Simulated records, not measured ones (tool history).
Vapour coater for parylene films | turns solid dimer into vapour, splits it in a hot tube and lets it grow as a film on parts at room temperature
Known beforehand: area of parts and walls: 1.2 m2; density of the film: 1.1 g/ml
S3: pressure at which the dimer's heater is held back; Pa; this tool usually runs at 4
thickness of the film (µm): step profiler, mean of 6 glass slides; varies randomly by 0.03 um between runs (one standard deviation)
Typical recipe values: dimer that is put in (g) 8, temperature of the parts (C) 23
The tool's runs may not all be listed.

Run 1, hour 0: usual settings. Result: thickness of the film (µm) 3.15.
Run 2, hour 36.6: usual settings. Result: thickness of the film (µm) 3.18.
Run 3, hour 64.5: usual settings. Result: thickness of the film (µm) 3.14.
Run 4, hour 112.1: usual settings. Result: thickness of the film (µm) 3.14.
Run 5, hour 148.2: usual settings. Result: thickness of the film (µm) 3.08.
Run 6, hour 191.2: usual settings. Result: thickness of the film (µm) 3.1.
At hour 236.9: trap's valve overhauled.
Run 7, hour 238.8: usual settings. Result: thickness of the film (µm) 3.36.
Run 8, hour 271.5: usual settings. Result: thickness of the film (µm) 3.32.
Run 9, hour 317.1: usual settings but dimer that is put in (g) 6, temperature of the parts (C) 16, S3 2.03 Pa. Result: thickness of the film (µm) 3.73.
Run 10, hour 360.2: usual settings but dimer that is put in (g) 6, temperature of the parts (C) 16, S3 2.03 Pa. Result: thickness of the film (µm) 3.75.
Run 11, hour 384.3: usual settings but dimer that is put in (g) 6, temperature of the parts (C) 19, S3 6.87 Pa. Result: thickness of the film (µm) 2.73.
Run 12, hour 415.2: usual settings but dimer that is put in (g) 6, temperature of the parts (C) 19, S3 6.87 Pa. Result: thickness of the film (µm) 2.75.
Run 13, hour 441.6: usual settings but dimer that is put in (g) 6, temperature of the parts (C) 19, S3 6.87 Pa. Result: thickness of the film (µm) 2.73.
Run 14, hour 463.7: usual settings but dimer that is put in (g) 7, temperature of the parts (C) 19, S3 6.86 Pa. Result: thickness of the film (µm) 3.13.
Run 15, hour 486.9: usual settings but dimer that is put in (g) 10, temperature of the parts (C) 22, S3 11.07 Pa. Result: thickness of the film (µm) 3.75.
Run 16, hour 509.5: usual settings but S3 3.44 Pa. Result: thickness of the film (µm) 3.2.

Each row is a separate what-if for the run after 16, all from the same tool condition, not one after another. Results?
Run A, hour 546.9: usual settings but temperature of the parts (C) 34, S3 5.62 Pa. Result: thickness of the film (µm) ?.
Run B, hour 546.9: usual settings but dimer that is put in (g) 6. Result: thickness of the film (µm) ?.
Run C, hour 546.9: usual settings but dimer that is put in (g) 10, temperature of the parts (C) 34, S3 11.14 Pa. Result: thickness of the film (µm) ?.

run  thickness of the film (µm)
  A                        1.82
  B                        2.36
  C                        2.04
Take away the tool's hidden state, keep each run's random variation, and the runs would have read:
run  thickness of the film (µm)
  A                        2.01
  B                         2.6
  C                        2.25
